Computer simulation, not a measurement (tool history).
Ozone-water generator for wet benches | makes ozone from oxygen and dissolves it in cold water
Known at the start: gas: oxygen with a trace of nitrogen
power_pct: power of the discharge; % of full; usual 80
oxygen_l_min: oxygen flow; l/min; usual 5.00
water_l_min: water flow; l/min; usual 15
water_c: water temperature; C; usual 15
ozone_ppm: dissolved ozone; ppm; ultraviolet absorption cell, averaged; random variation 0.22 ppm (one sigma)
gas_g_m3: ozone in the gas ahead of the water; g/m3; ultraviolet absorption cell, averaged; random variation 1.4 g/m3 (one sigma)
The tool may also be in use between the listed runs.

| run | day | power_pct | oxygen_l_min | water_l_min | water_c | ozone_ppm | gas_g_m3 |
|---|---|---|---|---|---|---|---|
| 1 | 0.000 | 80 | 5.00 | 15 | 15 | 31.6 | 269.6 |
| 2 | 3.508 | 80 | 5.00 | 15 | 15 | 32.0 | 267.9 |
| 3 | 9.996 | 80 | 5.00 | 15 | 15 | 31.9 | 269.3 |
| 4 | 15.488 | 80 | 3.45 | 15 | 15 | 29.7 | 308.6 |
| 5 | 21.162 | 80 | 4.89 | 15 | 15 | 31.6 | 270.2 |
| 6 | 26.525 | 80 | 4.89 | 15 | 15 | 31.8 | 270.6 |
| 7 | 30.667 | 80 | 4.89 | 15 | 15 | 32.0 | 274.0 |
| 8 | 35.633 | 80 | 4.89 | 15 | 15 | 31.8 | 270.7 |
| 9 | 41.550 | 80 | 5.00 | 15 | 16 | 31.2 | 270.9 |
| 10 | 45.925 | 80 | 5.00 | 15 | 15 | 32.0 | 270.6 |
| 11 | 48.888 | 80 | 5.00 | 15 | 16 | 31.4 | 272.6 |
| 12 | 54.788 | 80 | 5.00 | 15 | 16 | 31.2 | 271.6 |
| 13 | 58.925 | 80 | 5.00 | 15 | 16 | 31.3 | 272.2 |
| 14 | 63.496 | 80 | 5.00 | 15 | 16 | 31.9 | 271.2 |
| 15 | 67.446 | 80 | 5.00 | 15 | 16 | 31.7 | 271.6 |
| 16 | 70.808 | 80 | 5.00 | 15 | 16 | 31.2 | 273.8 |
| 17 | 75.225 | 80 | 5.00 | 15 | 7 | 36.2 | 271.3 |
| 18 | 81.325 | 80 | 5.00 | 10 | 15 | 41.5 | 272.4 |
| 19 | 87.188 | 80 | 5.00 | 18 | 15 | 27.6 | 272.5 |
| 20 | 92.171 | 80 | 5.00 | 18 | 15 | 27.8 | 271.1 |
| 21 | 97.279 | 80 | 5.00 | 18 | 15 | 28.1 | 270.4 |
| 22 | 101.075 | 76 | 6.41 | 9 | 8 | 49.5 | 242.6 |
| 23 | 104.696 | 67 | 5.00 | 15 | 13 | 29.7 | 242.7 |
| 24 | 111.029 | 67 | 5.00 | 15 | 13 | 29.7 | 248.3 |
| 25 | 117.546 | 77 | 5.00 | 10 | 15 | 40.7 | 260.7 |
| 26 | 120.454 | 83 | 5.00 | 10 | 15 | 42.9 | 272.4 |
| 27 | 123.267 | 83 | 5.00 | 17 | 7 | 33.3 | 274.9 |
| 28 | 129.142 | 83 | 5.00 | 17 | 7 | 33.7 | 272.7 |
| 29 | 132.658 | 80 | 5.00 | 15 | 19 | 30.1 | 269.4 |
| 30 | 138.988 | 80 | 5.00 | 15 | 19 | 29.9 | 269.7 |

Not shown: 3 entries that the log had between the listed runs. Between which runs, and how does the tool's hidden state differ before and after?
Between runs 4 and 5: contactor cleaned (day 15.992)
  contactor's efficiency, % of a clean one's: 99.9 -> 100; drift of the gauge itself on gas_g_m3, %: 0.37 -> 0.51
  measured less the result without the state, gas_g_m3: +0.8 -> +1.1 g/m3
Between runs 24 and 25: gauge calibrated (day 113.992)
  drift of the gauge itself on gas_g_m3, %: 2.67 -> 0.09
  measured less the result without the state, gas_g_m3: +6.1 -> -0.3 g/m3
Between runs 25 and 26: water thermometer calibrated (day 120.454)
  drift of the gauge itself on gas_g_m3, %: 0.09 -> 0.16
  measured less the result without the state, gas_g_m3: -0.3 -> -0.1 g/m3
